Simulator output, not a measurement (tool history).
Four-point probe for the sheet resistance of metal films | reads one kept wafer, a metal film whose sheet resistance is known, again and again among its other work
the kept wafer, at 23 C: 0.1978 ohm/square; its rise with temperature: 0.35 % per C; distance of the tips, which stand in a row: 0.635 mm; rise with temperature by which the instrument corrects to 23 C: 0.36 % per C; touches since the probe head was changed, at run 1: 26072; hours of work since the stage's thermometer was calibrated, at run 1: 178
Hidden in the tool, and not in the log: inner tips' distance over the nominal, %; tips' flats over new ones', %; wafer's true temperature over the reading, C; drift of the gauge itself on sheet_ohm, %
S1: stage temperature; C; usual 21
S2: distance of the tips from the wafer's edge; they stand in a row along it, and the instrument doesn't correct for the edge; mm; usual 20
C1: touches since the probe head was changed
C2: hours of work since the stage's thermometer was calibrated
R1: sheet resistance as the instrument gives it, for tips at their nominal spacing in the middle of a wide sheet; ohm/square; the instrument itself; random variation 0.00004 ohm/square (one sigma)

Run 1, hour 0.0: usual settings; C1 26072; C2 178. Result: R1 0.197163 ohm/square.
Run 2, hour 19.4: usual settings; C1 26997; C2 188. Result: R1 0.197178 ohm/square.
Run 3, hour 51.6: usual settings; C1 28529; C2 206. Result: R1 0.197162 ohm/square.
Run 4, hour 67.5: usual settings; C1 29286; C2 215. Result: R1 0.197172 ohm/square.
Run 5, hour 81.8: usual settings; C1 29967; C2 223. Result: R1 0.197175 ohm/square.
Run 6, hour 101.1: usual settings but S1 25 C; C1 30885; C2 234. Result: R1 0.197138 ohm/square.
Run 7, hour 124.7: usual settings but S1 25 C; C1 32011; C2 247. Result: R1 0.197180 ohm/square.
Run 8, hour 151.1: usual settings but S1 25 C; C1 33266; C2 262. Result: R1 0.197194 ohm/square.
Run 9, hour 180.5: usual settings but S1 25 C; C1 34669; C2 279. Result: R1 0.197239 ohm/square.
Run 10, hour 206.2: usual settings but S1 25 C; C1 35893; C2 293. Result: R1 0.197213 ohm/square.
Run 11, hour 221.2: usual settings but S1 25 C; C1 36604; C2 301. Result: R1 0.197274 ohm/square.
Run 12, hour 248.3: usual settings but S2 14 mm; C1 37895; C2 317. Result: R1 0.197468 ohm/square.
Run 13, hour 273.9: usual settings but S2 14 mm; C1 39115; C2 331. Result: R1 0.197459 ohm/square.
Run 14, hour 294.9: usual settings but S2 14 mm; C1 40116; C2 343. Result: R1 0.197493 ohm/square.
Run 15, hour 314.4: usual settings but S1 27 C; C1 41045; C2 354. Result: R1 0.197295 ohm/square.
Run 16, hour 341.9: usual settings; C1 42354; C2 369. Result: R1 0.197379 ohm/square.
Run 17, hour 366.3: usual settings; C1 43516; C2 383. Result: R1 0.197411 ohm/square.
Run 18, hour 383.7: usual settings; C1 44346; C2 393. Result: R1 0.197403 ohm/square.
Run 19, hour 400.0: usual settings; C1 45121; C2 402. Result: R1 0.197428 ohm/square.
Run 20, hour 425.1: usual settings but S1 25 C, S2 36 mm; C1 46315; C2 416. Result: R1 0.197350 ohm/square.
Run 21, hour 443.8: usual settings but S1 22 C, S2 63 mm; C1 47205; C2 426. Result: R1 0.197367 ohm/square.
Run 22, hour 476.0: usual settings but S1 28 C, S2 30 mm; C1 48739; C2 444. Result: R1 0.197332 ohm/square.
Run 23, hour 509.0: usual settings but S1 35 C; C1 50312; C2 463. Result: R1 0.197298 ohm/square.
Run 24, hour 535.6: usual settings but S1 35 C, S2 10 mm; C1 51579; C2 478. Result: R1 0.197643 ohm/square.
At hour 538.5: stage's thermometer calibrated.
Run 25, hour 563.7: usual settings but S1 33 C, S2 3 mm; C1 52893; C2 14. Result: R1 0.201864 ohm/square.
Run 26, hour 591.9: usual settings but S1 24 C; C1 54237; C2 30. Result: R1 0.197445 ohm/square.
Run 27, hour 611.0: usual settings but S1 24 C; C1 55147; C2 41. Result: R1 0.197486 ohm/square.
Run 28, hour 645.0: usual settings but S1 30 C, S2 22 mm; C1 56767; C2 60. Result: R1 0.197391 ohm/square.
Run 29, hour 663.6: usual settings but S1 26 C, S2 73 mm; C1 57651; C2 70. Result: R1 0.197400 ohm/square.
At hour 665.9: stage's thermometer calibrated, once more.
Run 30, hour 683.2: usual settings but S1 26 C, S2 73 mm; C1 58561; C2 10. Result: R1 0.197489 ohm/square.
Run 31, hour 698.0: usual settings but S1 26 C, S2 73 mm; C1 59267; C2 18. Result: R1 0.197527 ohm/square.
Run 32, hour 715.5: usual settings but S1 24 C, S2 4 mm; C1 60096; C2 28. Result: R1 0.200146 ohm/square.
Run 33, hour 747.7: usual settings but S1 23 C, S2 40 mm; C1 61632; C2 46. Result: R1 0.197618 ohm/square.
Run 34, hour 765.9: usual settings but S1 22 C, S2 62 mm; C1 62499; C2 56. Result: R1 0.197624 ohm/square.
Run 35, hour 795.2: usual settings but S1 19 C, S2 11 mm; C1 63894; C2 72. Result: R1 0.198006 ohm/square.
Run 36, hour 827.7: usual settings but S1 19 C, S2 11 mm; C1 65440; C2 91. Result: R1 0.198007 ohm/square.
Run 37, hour 855.2: usual settings but S1 19 C, S2 11 mm; C1 66750; C2 106. Result: R1 0.198045 ohm/square.

Some steps in R1 between neighbouring runs. How much of each would the tool show without its hidden state too (settings, what came in, random variation), and how much is left for the hidden state, with any gauge scatter that isn't in both results?
Run 24 -> 25: S1 35 -> 33, S2 10 -> 3, stage's thermometer calibrated. R1 +0.004221 ohm/square: hidden state -0.000001, all else +0.004222.
Run 25 -> 26: S1 33 -> 24, S2 3 -> 20. R1 -0.004419 ohm/square: hidden state +0.000025, all else -0.004444.
Run 27 -> 28: S1 24 -> 30, S2 20 -> 22. R1 -0.000095 ohm/square: hidden state +0.000025, all else -0.000120.
Run 29 -> 30: stage's thermometer calibrated, once more. R1 +0.000089 ohm/square: hidden state +0.000095, all else -0.000006.
Run 31 -> 32: S1 26 -> 24, S2 73 -> 4. R1 +0.002619 ohm/square: hidden state +0.000008, all else +0.002611.
